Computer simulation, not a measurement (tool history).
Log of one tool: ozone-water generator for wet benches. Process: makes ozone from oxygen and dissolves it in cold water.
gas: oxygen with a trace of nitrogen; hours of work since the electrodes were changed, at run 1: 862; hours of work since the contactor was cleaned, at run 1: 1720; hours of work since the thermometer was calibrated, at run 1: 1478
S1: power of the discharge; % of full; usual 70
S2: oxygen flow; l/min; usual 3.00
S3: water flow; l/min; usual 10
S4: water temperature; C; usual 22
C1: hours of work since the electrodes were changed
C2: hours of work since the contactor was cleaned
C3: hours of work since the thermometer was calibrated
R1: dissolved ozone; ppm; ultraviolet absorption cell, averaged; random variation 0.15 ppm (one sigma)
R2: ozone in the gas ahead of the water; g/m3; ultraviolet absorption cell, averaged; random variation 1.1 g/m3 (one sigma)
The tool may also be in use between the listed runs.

run	day	S1	S2	S3	S4	C1	C2	C3	R1	R2
1	0.000	70	3.00	10	22	862	1720	1478	17.3	186.7
2	2.962	70	3.00	10	22	928	1786	1544	17.4	185.9
3	8.158	70	3.00	10	22	1044	1902	1661	17.2	184.2
4	12.317	70	3.00	10	22	1137	1995	1754	17.1	184.7
# day 17.046: contactor cleaned
5	17.454	70	3.00	10	22	1248	9	1865	17.9	184.3
6	21.146	70	4.23	10	22	1331	92	1947	16.5	147.4
7	23.954	70	4.23	10	22	1393	154	2010	16.5	147.3
8	30.675	70	4.23	10	22	1544	305	2160	16.5	148.0
9	37.479	70	4.23	10	22	1696	457	2312	16.1	145.8
10	43.458	70	3.00	10	22	1829	590	2446	17.3	180.5
11	47.592	84	3.00	10	22	1922	683	2538	18.7	197.9
12	50.371	70	3.00	10	22	1984	745	2600	17.1	179.0
13	55.075	70	3.00	10	22	2089	850	2705	17.0	177.8
14	61.829	70	3.00	10	22	2240	1001	2856	17.0	177.5
15	66.021	70	3.00	10	22	2334	1095	2950	16.4	178.6
16	70.067	70	3.00	10	22	2424	1185	3041	16.8	175.9
17	73.100	70	3.00	10	30	2492	1253	3108	14.4	176.1
18	78.150	60	2.90	9	29	2605	1366	3221	14.7	165.3
19	83.167	60	2.90	9	29	2717	1478	3333	14.6	165.1
20	87.242	60	2.90	9	15	2808	1569	3424	18.4	164.7
21	90.375	59	3.00	10	21	2878	1639	3494	15.1	160.0
22	93.200	60	3.00	8	30	2941	1702	3558	15.2	159.2
23	98.121	44	3.00	11	30	3051	1812	3668	10.4	136.3
24	105.000	75	2.68	10	18	3205	1966	3821	17.9	189.3
# day 111.192: contactor cleaned
25	111.592	75	2.68	9	14	3349	9	3965	20.8	189.0
26	116.421	82	3.00	10	22	3456	117	4073	17.3	183.7
27	120.683	70	4.65	10	22	3552	212	4168	14.9	128.6
28	125.267	49	3.00	6	14	3654	315	4271	22.4	141.3
29	129.054	49	4.75	6	25	3739	399	4355	15.3	105.5
30	135.438	84	3.00	10	22	3881	542	4498	17.3	183.7
31	142.042	87	3.72	10	18	4029	690	4645	18.2	161.4
# day 144.129: water thermometer calibrated
32	147.746	87	2.39	10	18	4156	817	81	19.2	214.2
33	153.758	87	2.39	9	18	4290	951	215	20.5	209.9
34	160.025	59	4.37	15	22	4430	1091	355	9.8	118.6

Some steps in R1 between neighbouring runs. How much of each would the tool show without its hidden state too (settings, what came in, random variation), and how much is left for the hidden state, with any gauge scatter that isn't in both results?
The hidden state here: yield of the discharge, % of new electrodes'; contactor's efficiency, % of a clean one's; true water temperature over the reading, C; drift of the gauge itself on ozone_ppm, %; drift of the gauge itself on gas_g_m3, %.
Run 23 -> 24: S1 44 -> 75, S2 3.00 -> 2.68, S3 11 -> 10, S4 30 -> 18. R1 +7.5 ppm: hidden state -1.7, all else +9.2.
Run 27 -> 28: S1 70 -> 49, S2 4.65 -> 3.00, S3 10 -> 6, S4 22 -> 14. R1 +7.5 ppm: hidden state -0.7, all else +8.2.
Run 29 -> 30: S1 49 -> 84, S2 4.75 -> 3.00, S3 6 -> 10, S4 25 -> 22. R1 +2.0 ppm: hidden state -1.1, all else +3.1.
Run 33 -> 34: S1 87 -> 59, S2 2.39 -> 4.37, S3 9 -> 15, S4 18 -> 22. R1 -10.7 ppm: hidden state +2.5, all else -13.2.

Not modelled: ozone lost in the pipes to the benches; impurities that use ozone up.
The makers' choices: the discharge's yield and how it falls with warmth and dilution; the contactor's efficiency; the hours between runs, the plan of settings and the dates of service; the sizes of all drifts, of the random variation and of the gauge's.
